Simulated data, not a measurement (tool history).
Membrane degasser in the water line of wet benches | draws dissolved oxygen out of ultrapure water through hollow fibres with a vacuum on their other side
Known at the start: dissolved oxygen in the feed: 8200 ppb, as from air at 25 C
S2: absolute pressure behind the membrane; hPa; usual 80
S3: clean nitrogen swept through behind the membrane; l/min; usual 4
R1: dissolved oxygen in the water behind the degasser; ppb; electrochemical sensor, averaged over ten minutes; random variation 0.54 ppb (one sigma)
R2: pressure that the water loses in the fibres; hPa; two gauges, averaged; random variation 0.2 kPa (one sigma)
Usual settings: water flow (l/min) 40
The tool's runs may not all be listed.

{"run": 1, "day": 0.0, "water flow (l/min)": 40, "S2": 80, "S3": 4, "R1": 118.2, "R2": 484.4}
{"run": 2, "day": 7.671, "water flow (l/min)": 40, "S2": 80, "S3": 4, "R1": 119.5, "R2": 483.5}
{"run": 3, "day": 17.958, "water flow (l/min)": 40, "S2": 80, "S3": 4, "R1": 119.9, "R2": 482.9}
{"run": 4, "day": 27.158, "water flow (l/min)": 40, "S2": 80, "S3": 4, "R1": 119.9, "R2": 482.9}
{"run": 5, "day": 36.083, "water flow (l/min)": 40, "S2": 80, "S3": 4, "R1": 118.7, "R2": 481.2}
{"run": 6, "day": 42.729, "water flow (l/min)": 40, "S2": 80, "S3": 4, "R1": 118.8, "R2": 485.3}
{"run": 7, "day": 50.121, "water flow (l/min)": 40, "S2": 80, "S3": 4, "R1": 120.6, "R2": 485.5}
{"run": 8, "day": 57.612, "water flow (l/min)": 40, "S2": 80, "S3": 4, "R1": 120.1, "R2": 487.1}
{"run": 9, "day": 62.696, "water flow (l/min)": 53, "S2": 80, "S3": 4, "R1": 164.1, "R2": 644.7}
{"run": 10, "day": 72.421, "water flow (l/min)": 33, "S2": 80, "S3": 4, "R1": 98.5, "R2": 401.6}
{"run": 11, "day": 80.596, "water flow (l/min)": 40, "S2": 80, "S3": 4, "R1": 120.6, "R2": 485.3}
{"day": 81.3, "done": "vacuum gauge calibrated"}
{"run": 12, "day": 90.471, "water flow (l/min)": 35, "S2": 56.1, "S3": 1.92, "R1": 106.5, "R2": 422.2}
{"run": 13, "day": 100.946, "water flow (l/min)": 40, "S2": 199.9, "S3": 4, "R1": 394, "R2": 487.3}
{"run": 14, "day": 109.771, "water flow (l/min)": 43, "S2": 127.1, "S3": 6.77, "R1": 155.6, "R2": 527.1}
{"run": 15, "day": 117.596, "water flow (l/min)": 25, "S2": 117.7, "S3": 11.08, "R1": 50.3, "R2": 306}
{"run": 16, "day": 128.675, "water flow (l/min)": 25, "S2": 117.7, "S3": 11.08, "R1": 50, "R2": 307.1}

Forecast run 17:
{"run": 17, "day": 137.221, "water flow (l/min)": 32, "S2": 143, "S3": 11.08, "R1": "?", "R2": "?"}

{"run 17": {"R1": 83.3, "R2": 387.3}}
Without the tool's hidden state the same run would have given R1 80.2 ppb, R2 367 hPa.

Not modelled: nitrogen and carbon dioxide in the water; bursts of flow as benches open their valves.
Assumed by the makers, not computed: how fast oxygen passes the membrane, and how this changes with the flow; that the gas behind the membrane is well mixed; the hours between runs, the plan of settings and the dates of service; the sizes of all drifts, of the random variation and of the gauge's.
